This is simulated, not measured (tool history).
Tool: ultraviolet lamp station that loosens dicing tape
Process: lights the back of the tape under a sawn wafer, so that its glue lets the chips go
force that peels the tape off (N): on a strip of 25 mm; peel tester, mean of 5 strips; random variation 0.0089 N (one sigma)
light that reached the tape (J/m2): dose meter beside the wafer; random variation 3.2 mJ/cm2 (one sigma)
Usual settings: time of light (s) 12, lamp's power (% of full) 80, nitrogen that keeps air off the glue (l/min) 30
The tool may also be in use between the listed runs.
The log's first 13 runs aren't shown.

run	day	time of light (s)	lamp's power (% of full)	nitrogen that keeps air off the glue (l/min)	hours of work of the lamp	hours of work since the window was cleaned	force that peels the tape off (N)	light that reached the tape (J/m2)
14	3.883	12	80	30	183	460	0.474	4350
15	4.246	12	84	30	189	466	0.417	4580
16	4.433	12	84	30	192	469	0.429	4550
17	4.812	12	84	30	198	475	0.411	4520
18	5.038	12	84	30	202	478	0.423	4560
19	5.262	12	80	34	205	482	0.427	4290
20	5.642	16	80	34	211	488	0.274	5710
21	5.975	12	68	30	217	493	0.634	3660
22	6.262	12	89	30	221	498	0.374	4800
23	6.667	14	61	33	228	505	0.570	3860
24	6.954	24	75	28	232	509	0.202	7990
25	7.304	13	83	17	238	515	0.466	4790
26	7.617	12	72	15	243	520	0.750	3800
27	7.917	12	72	15	248	525	0.765	3830
28	8.208	9	82	24	253	529	0.861	3220
29	8.621	9	82	24	259	536	0.894	3250
30	9.017	9	82	24	266	542	0.873	3240
31	9.425	12	80	30	272	549	0.468	4220
32	9.762	14	80	26	278	554	0.376	4830
33	9.954	8	80	14	281	557	1.288	2740
34	10.329	12	70	30	287	563	0.644	3670
35	10.596	12	70	30	291	568	0.636	3640

4 ways to go on from here, each from the tool as it stands after run 35. What would each give?
A	11.029	11	71	36	298	575	?	?
B	11.029	8	80	30	298	575	?	?
C	11.029	18	75	9	298	575	?	?
D	11.029	8	82	40	298	575	?	?

run	force that peels the tape off (N)	light that reached the tape (J/m2)
A	0.700	3360
B	1.059	2730
C	0.436	5900
D	0.934	2850
Without the tool's hidden state the same runs would have given:
run	force that peels the tape off (N)	light that reached the tape (J/m2)
A	0.509	3960
B	0.791	3220
C	0.328	6960
D	0.689	3360
